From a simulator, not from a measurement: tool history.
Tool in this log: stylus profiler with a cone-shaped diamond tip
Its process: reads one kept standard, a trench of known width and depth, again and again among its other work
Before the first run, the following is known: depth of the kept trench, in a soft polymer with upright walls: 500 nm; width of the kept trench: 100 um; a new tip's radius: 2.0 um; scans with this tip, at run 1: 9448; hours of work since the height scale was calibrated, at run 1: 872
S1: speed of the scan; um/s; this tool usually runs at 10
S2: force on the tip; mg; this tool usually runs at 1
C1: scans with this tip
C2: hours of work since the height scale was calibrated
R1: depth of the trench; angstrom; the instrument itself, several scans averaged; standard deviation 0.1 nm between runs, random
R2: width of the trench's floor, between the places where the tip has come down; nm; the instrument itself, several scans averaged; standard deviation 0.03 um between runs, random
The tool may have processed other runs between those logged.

| run | hour | S1 | S2 | C1 | C2 | R1 | R2 |
|---|---|---|---|---|---|---|---|
| 1 | 0 | 10 | 1 | 9448 | 872 | 5021.6 | 96420 |
| 2 | 26.1 | 10 | 1 | 9645 | 890 | 5022.2 | 96410 |
| 3 | 80.7 | 10 | 1 | 10057 | 928 | 5022.1 | 96350 |
| 4 | 118.1 | 10 | 1.95 | 10339 | 955 | 5035 | 96390 |
| 5 | 158.2 | 14 | 1 | 10641 | 982 | 5021.9 | 96310 |
| 6 | 206.2 | 14 | 1 | 11003 | 1016 | 5020.1 | 96270 |
| 7 | 255 | 14 | 1 | 11371 | 1050 | 5021.6 | 96200 |
| 8 | 300.9 | 14 | 1 | 11717 | 1082 | 5020.4 | 96210 |
| 9 | 359.1 | 14 | 0.59 | 12156 | 1122 | 5011.6 | 96200 |
| 10 | 411.6 | 14 | 0.59 | 12551 | 1159 | 5013.3 | 96110 |
| 11 | 444.5 | 14 | 0.59 | 12799 | 1182 | 5012.7 | 96180 |
| 12 | 505 | 10 | 1 | 13255 | 1224 | 5020.3 | 96180 |
| 13 | 544.1 | 10 | 1 | 13550 | 1251 | 5019.6 | 96120 |
| 14 | 588.4 | 10 | 0.39 | 13884 | 1282 | 5007.3 | 96060 |
| 15 | 627.4 | 10 | 0.39 | 14178 | 1309 | 5007.4 | 96000 |
| 16 | 687.2 | 10 | 0.39 | 14629 | 1351 | 5006.6 | 95930 |
| 17 | 721.2 | 10 | 0.69 | 14885 | 1374 | 5013.1 | 96050 |
| 18 | 771.8 | 10 | 2.52 | 15267 | 1410 | 5040.9 | 96030 |
| 19 | 831.8 | 15 | 1 | 15719 | 1451 | 5018.9 | 95970 |
| 20 | 864.2 | 15 | 1 | 15963 | 1474 | 5017.5 | 95870 |
|  | 905.6 | height scale calibrated on a step standard |
| 21 | 921.7 | 8 | 2.78 | 16393 | 11 | 5051.3 | 95980 |
| 22 | 964.1 | 8 | 2.78 | 16713 | 41 | 5051.7 | 95890 |
| 23 | 1002.5 | 2 | 0.81 | 17002 | 67 | 5024.1 | 96010 |
| 24 | 1065.8 | 10 | 1.35 | 17479 | 111 | 5031 | 95920 |
| 25 | 1122.7 | 10 | 1.18 | 17908 | 151 | 5028.2 | 95840 |
| 26 | 1150.1 | 24 | 0.95 | 18115 | 170 | 5025.5 | 95700 |
| 27 | 1206.1 | 24 | 0.95 | 18538 | 209 | 5022.9 | 95680 |
| 28 | 1245.4 | 7 | 0.55 | 18834 | 237 | 5015.8 | 95820 |
| 29 | 1283.4 | 7 | 0.55 | 19120 | 263 | 5016.2 | 95790 |

Selected run-to-run steps in R1, each split into two signed amounts: the part the tool would show with no hidden state at all (from settings, incoming material and random variation), and the remainder, which goes to the hidden state together with any gauge scatter not common to the measured and the hidden-state-free results:
The hidden state here: radius of the tip, um; height scale over the true one, %; drift of the gauge itself on depth_nm, %; drift of the gauge itself on floor_um, %.
Run 11 -> 12: S1 14 -> 10, S2 0.59 -> 1. R1 +7.6 angstrom: hidden state -0.4, all else +8.
Run 17 -> 18: S2 0.69 -> 2.52. R1 +27.8 angstrom: hidden state -0.3, all else +28.1.
Run 20 -> 21: S1 15 -> 8, S2 1 -> 2.78, height scale calibrated on a step standard. R1 +33.8 angstrom: hidden state +8.2, all else +25.6.
